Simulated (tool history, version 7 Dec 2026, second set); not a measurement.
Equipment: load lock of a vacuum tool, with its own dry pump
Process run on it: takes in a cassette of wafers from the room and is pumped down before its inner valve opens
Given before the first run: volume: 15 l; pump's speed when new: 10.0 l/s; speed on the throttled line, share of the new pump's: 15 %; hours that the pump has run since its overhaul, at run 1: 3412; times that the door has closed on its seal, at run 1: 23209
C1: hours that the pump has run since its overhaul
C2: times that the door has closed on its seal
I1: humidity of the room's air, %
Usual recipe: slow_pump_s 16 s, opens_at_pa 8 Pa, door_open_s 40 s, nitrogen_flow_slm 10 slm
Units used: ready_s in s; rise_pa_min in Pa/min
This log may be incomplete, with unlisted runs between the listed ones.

run 1 day=0 | slow_pump_s=16 opens_at_pa=8 door_open_s=40 nitrogen_flow_slm=10 | C1=3412 C2=23209 | I1=44.8 | ready_s=28.1 rise_pa_min=0.123
run 2 day=6.596 | slow_pump_s=16 opens_at_pa=8 door_open_s=40 nitrogen_flow_slm=10 | C1=3571 C2=23712 | I1=45.4 | ready_s=28.1 rise_pa_min=0.124
run 3 day=10.996 | slow_pump_s=16 opens_at_pa=8 door_open_s=40 nitrogen_flow_slm=6 | C1=3676 C2=24047 | I1=41.4 | ready_s=28.5 rise_pa_min=0.126
run 4 day=15.9 | slow_pump_s=16 opens_at_pa=16 door_open_s=40 nitrogen_flow_slm=6 | C1=3794 C2=24421 | I1=45.1 | ready_s=27 rise_pa_min=0.137
run 5 day=21.162 | slow_pump_s=16 opens_at_pa=16 door_open_s=40 nitrogen_flow_slm=6 | C1=3920 C2=24822 | I1=44.8 | ready_s=27.3 rise_pa_min=0.137
run 6 day=27.208 | slow_pump_s=16 opens_at_pa=16 door_open_s=40 nitrogen_flow_slm=6 | C1=4065 C2=25283 | I1=44.2 | ready_s=26.9 rise_pa_min=0.135
run 7 day=31.546 | slow_pump_s=16 opens_at_pa=16 door_open_s=40 nitrogen_flow_slm=6 | C1=4169 C2=25613 | I1=48.2 | ready_s=27.7 rise_pa_min=0.14
run 8 day=34.958 | slow_pump_s=16 opens_at_pa=8 door_open_s=40 nitrogen_flow_slm=10 | C1=4251 C2=25873 | I1=42.8 | ready_s=28.3 rise_pa_min=0.138
run 9 day=39.238 | slow_pump_s=16 opens_at_pa=8 door_open_s=40 nitrogen_flow_slm=10 | C1=4354 C2=26199 | I1=44.9 | ready_s=28.7 rise_pa_min=0.138
run 10 day=44.938 | slow_pump_s=16 opens_at_pa=8 door_open_s=40 nitrogen_flow_slm=7 | C1=4491 C2=26633 | I1=47.5 | ready_s=28.6 rise_pa_min=0.147
run 11 day=49.471 | slow_pump_s=16 opens_at_pa=8 door_open_s=40 nitrogen_flow_slm=7 | C1=4600 C2=26979 | I1=44.5 | ready_s=28.2 rise_pa_min=0.144
run 12 day=55.471 | slow_pump_s=16 opens_at_pa=8 door_open_s=40 nitrogen_flow_slm=7 | C1=4744 C2=27436 | I1=45.8 | ready_s=28.7 rise_pa_min=0.147
run 13 day=59.35 | slow_pump_s=16 opens_at_pa=8 door_open_s=40 nitrogen_flow_slm=7 | C1=4837 C2=27732 | I1=46.3 | ready_s=28.5 rise_pa_min=0.159
run 14 day=66.146 | slow_pump_s=16 opens_at_pa=8 door_open_s=186 nitrogen_flow_slm=10 | C1=5000 C2=28249 | I1=46.2 | ready_s=28.6 rise_pa_min=0.228
run 15 day=72.167 | slow_pump_s=16 opens_at_pa=8 door_open_s=40 nitrogen_flow_slm=10 | C1=5144 C2=28708 | I1=46 | ready_s=29 rise_pa_min=0.156
run 16 day=76.662 | slow_pump_s=16 opens_at_pa=8 door_open_s=40 nitrogen_flow_slm=10 | C1=5252 C2=29051 | I1=45.3 | ready_s=29.1 rise_pa_min=0.157
run 17 day=82.25 | slow_pump_s=16 opens_at_pa=8 door_open_s=40 nitrogen_flow_slm=10 | C1=5386 C2=29477 | I1=45.3 | ready_s=28.1 rise_pa_min=0.161
run 18 day=87.008 | slow_pump_s=16 opens_at_pa=8 door_open_s=40 nitrogen_flow_slm=10 | C1=5500 C2=29839 | I1=47.9 | ready_s=28.3 rise_pa_min=0.173

The next listed run, before its measurement:
run 19 day=90.633 | slow_pump_s=9 opens_at_pa=7 door_open_s=30 nitrogen_flow_slm=10 | C1=5587 C2=30116 | I1=44.8 | ready_s=? rise_pa_min=?

ready_s: 22.8 s
rise_pa_min: 0.161 Pa/min
Had the tool carried no hidden state, the very same run would have given ready_s 22.1 s, rise_pa_min 0.03 Pa/min.

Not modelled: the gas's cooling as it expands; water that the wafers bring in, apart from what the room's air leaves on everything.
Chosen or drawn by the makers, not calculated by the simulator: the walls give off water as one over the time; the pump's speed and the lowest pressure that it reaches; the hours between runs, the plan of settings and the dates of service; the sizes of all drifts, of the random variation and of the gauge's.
